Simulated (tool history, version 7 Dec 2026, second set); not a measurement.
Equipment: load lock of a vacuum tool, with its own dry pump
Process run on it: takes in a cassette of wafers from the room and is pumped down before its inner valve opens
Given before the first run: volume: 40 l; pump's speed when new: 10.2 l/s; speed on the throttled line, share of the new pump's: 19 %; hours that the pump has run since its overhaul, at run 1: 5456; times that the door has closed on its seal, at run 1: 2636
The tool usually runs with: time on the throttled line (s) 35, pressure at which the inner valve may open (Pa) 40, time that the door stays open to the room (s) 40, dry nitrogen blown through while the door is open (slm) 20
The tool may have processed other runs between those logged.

| run | hour | time on the throttled line (s) | pressure at which the inner valve may open (Pa) | time that the door stays open to the room (s) | dry nitrogen blown through while the door is open (slm) | hours that the pump has run since its overhaul | times that the door has closed on its seal | incoming humidity of the room's air, % | time from the closed door until the inner valve may open (s) | rise of the pressure with all valves shut (Pa/min) |
|---|---|---|---|---|---|---|---|---|---|---|
| 1 | 0 | 35 | 40 | 40 | 20 | 5456 | 2636 | 45.3 | 61.3 | 0.027 |
| 2 | 81.5 | 35 | 40 | 40 | 17 | 5537 | 2736 | 47.6 | 61.7 | 0.025 |
| 3 | 228.7 | 35 | 40 | 40 | 17 | 5684 | 2917 | 40.8 | 61.8 | 0.026 |
| 4 | 381.5 | 35 | 40 | 40 | 17 | 5837 | 3106 | 43.4 | 61.4 | 0.024 |
| 5 | 497.4 | 35 | 40 | 40 | 17 | 5953 | 3248 | 45.9 | 61.6 | 0.028 |
| 6 | 594.5 | 35 | 40 | 40 | 18 | 6050 | 3368 | 42.2 | 60.5 | 0.026 |
| 7 | 691.3 | 35 | 40 | 40 | 20 | 6147 | 3487 | 43.5 | 61.6 | 0.022 |
| 8 | 779.6 | 35 | 40 | 40 | 20 | 6235 | 3596 | 44 | 61.9 | 0.027 |
| 9 | 905.6 | 35 | 40 | 40 | 20 | 6361 | 3751 | 49.2 | 62.8 | 0.031 |
| 10 | 1000.4 | 35 | 40 | 40 | 20 | 6456 | 3868 | 44.3 | 62 | 0.028 |
| 11 | 1086.8 | 35 | 40 | 40 | 20 | 6543 | 3974 | 47.5 | 62.3 | 0.026 |
| 12 | 1228.3 | 35 | 40 | 40 | 20 | 6684 | 4149 | 45.8 | 61.8 | 0.025 |
| 13 | 1293.1 | 35 | 40 | 40 | 20 | 6749 | 4228 | 42.6 | 62.3 | 0.026 |
| 14 | 1425.4 | 35 | 40 | 40 | 20 | 6881 | 4391 | 46.5 | 62.4 | 0.03 |
| 15 | 1529.6 | 35 | 40 | 40 | 4 | 6985 | 4520 | 41.8 | 62.2 | 0.035 |
| 16 | 1627.3 | 35 | 40 | 40 | 20 | 7083 | 4640 | 43.8 | 62.1 | 0.032 |
| 17 | 1776.6 | 35 | 40 | 40 | 20 | 7232 | 4824 | 45.6 | 62 | 0.032 |
| 18 | 1922.6 | 35 | 40 | 192 | 20 | 7378 | 5004 | 41.9 | 62.3 | 0.05 |
| 19 | 1995.4 | 35 | 71 | 40 | 20 | 7451 | 5093 | 48.1 | 60 | 0.034 |
| 20 | 2110.9 | 39 | 41 | 40 | 22 | 7567 | 5236 | 46.5 | 65.8 | 0.03 |
| 21 | 2237.6 | 52 | 39 | 134 | 15 | 7693 | 5392 | 44.8 | 75.4 | 0.051 |
| 22 | 2384 | 53 | 62 | 89 | 19 | 7840 | 5572 | 44.3 | 73.3 | 0.044 |
| 23 | 2478.5 | 35 | 37 | 87 | 20 | 7934 | 5688 | 48.9 | 62.6 | 0.045 |
| 24 | 2545.6 | 35 | 37 | 87 | 20 | 8001 | 5771 | 41.8 | 62.2 | 0.043 |
| 25 | 2683.1 | 35 | 80 | 115 | 24 | 8139 | 5940 | 44 | 60.2 | 0.05 |
| 26 | 2807.3 | 25 | 42 | 115 | 24 | 8263 | 6093 | 44 | 54.3 | 0.047 |
| 27 | 2906.2 | 56 | 42 | 115 | 6 | 8362 | 6215 | 45.5 | 78.4 | 0.064 |
| 28 | 3053.6 | 35 | 33 | 40 | 20 | 8509 | 6397 | 45.1 | 63.5 | 0.035 |
| 29 | 3191.3 | 61 | 56 | 32 | 38 | 8647 | 6566 | 41.5 | 81.8 | 0.029 |
| 30 | 3339.7 | 61 | 56 | 32 | 38 | 8795 | 6749 | 44.9 | 82.1 | 0.028 |
| 31 | 3476.3 | 61 | 56 | 32 | 38 | 8932 | 6917 | 46.1 | 82.9 | 0.03 |
| 32 | 3579.8 | 35 | 40 | 40 | 13 | 9036 | 7045 | 44 | 63.3 | 0.034 |
| 33 | 3718.3 | 48 | 40 | 149 | 13 | 9174 | 7215 | 44.6 | 73.5 | 0.062 |
| 34 | 3787.9 | 35 | 40 | 40 | 5 | 9244 | 7301 | 44.5 | 63.8 | 0.047 |
| 35 | 3937.1 | 35 | 40 | 40 | 5 | 9393 | 7485 | 45.3 | 62.7 | 0.046 |
| 36 | 4004.1 | 35 | 40 | 40 | 5 | 9460 | 7567 | 43.7 | 63.3 | 0.043 |

Forecast each of these 3 alternatives for the next run:
| A | 4135.3 | 22 | 40 | 40 | 20 | 9591 | 7729 | 47.1 | ? | ? |
| B | 4135.3 | 35 | 40 | 40 | 9 | 9591 | 7729 | 42.3 | ? | ? |
| C | 4135.3 | 27 | 75 | 40 | 20 | 9591 | 7729 | 42 | ? | ? |

| run | time from the closed door until the inner valve may open (s) | rise of the pressure with all valves shut (Pa/min) |
|---|---|---|
| A | 53.7 | 0.043 |
| B | 63.1 | 0.038 |
| C | 53.8 | 0.036 |
Had the tool no hidden state, the same runs would have come out as:
| run | time from the closed door until the inner valve may open (s) | rise of the pressure with all valves shut (Pa/min) |
|---|---|---|
| A | 48.6 | 0.022 |
| B | 58.6 | 0.017 |
| C | 49.4 | 0.014 |
